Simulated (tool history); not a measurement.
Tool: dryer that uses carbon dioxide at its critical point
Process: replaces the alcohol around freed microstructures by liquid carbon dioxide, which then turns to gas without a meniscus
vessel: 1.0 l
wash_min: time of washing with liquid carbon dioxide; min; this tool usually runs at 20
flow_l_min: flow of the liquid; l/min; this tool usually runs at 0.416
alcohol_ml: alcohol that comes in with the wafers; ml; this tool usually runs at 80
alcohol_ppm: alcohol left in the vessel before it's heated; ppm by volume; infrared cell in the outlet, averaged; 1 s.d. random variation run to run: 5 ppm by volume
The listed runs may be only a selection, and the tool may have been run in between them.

run	hour	wash_min	flow_l_min	alcohol_ml	alcohol_ppm
1	0.0	20	0.416	80	121
2	10.8	20	0.416	80	125
3	17.9	20	0.416	80	107
4	31.5	20	0.416	80	105
5	38.6	20	0.416	80	113
6	46.9	20	0.416	80	122
7	55.4	20	0.416	80	123
8	69.7	20	0.505	80	85
9	78.5	20	0.505	80	91
10	88.0	25	0.416	80	77
11	100.2	20	0.416	80	137
12	108.9	20	0.416	80	125
13	122.3	20	0.416	112	157
14	132.0	20	0.416	80	132
15	147.9	20	0.416	80	136
16	158.8	20	0.416	80	142
17	175.2	20	0.416	80	145
18	181.9	20	0.416	80	145
19	195.6	20	0.416	80	148
20	203.5	20	0.416	80	153
21	217.8	20	0.266	80	930
22	226.8	20	0.395	80	176
23	238.5	20	0.395	80	192
24	250.4	20	0.387	88	215
25	260.8	20	0.387	88	207
26	270.4	27	0.684	68	95
27	278.9	17	0.628	60	106
28	288.4	23	0.628	60	102
29	303.3	13	0.437	83	739
30	318.3	13	0.437	83	762
31	331.1	13	0.437	83	774
32	345.8	18	0.457	98	210
33	361.8	18	0.457	98	205
34	373.3	16	0.321	52	819
35	383.3	24	0.251	31	321
36	399.7	16	0.630	87	137
37	415.4	16	0.630	87	130
38	423.8	16	0.630	87	137
39	436.1	16	0.630	87	140
40	449.6	29	0.562	44	114

Each row is a separate what-if for the run after 40, all from the same tool condition, not one after another. Results?
A	457.9	29	0.383	30	?
B	457.9	20	0.416	26	?
C	457.9	17	0.584	87	?
D	457.9	20	0.428	80	?

run	alcohol_ppm
A	129
B	147
C	138
D	194
With no hidden state in the tool, these same runs would have given:
run	alcohol_ppm
A	12
B	14
C	10
D	28
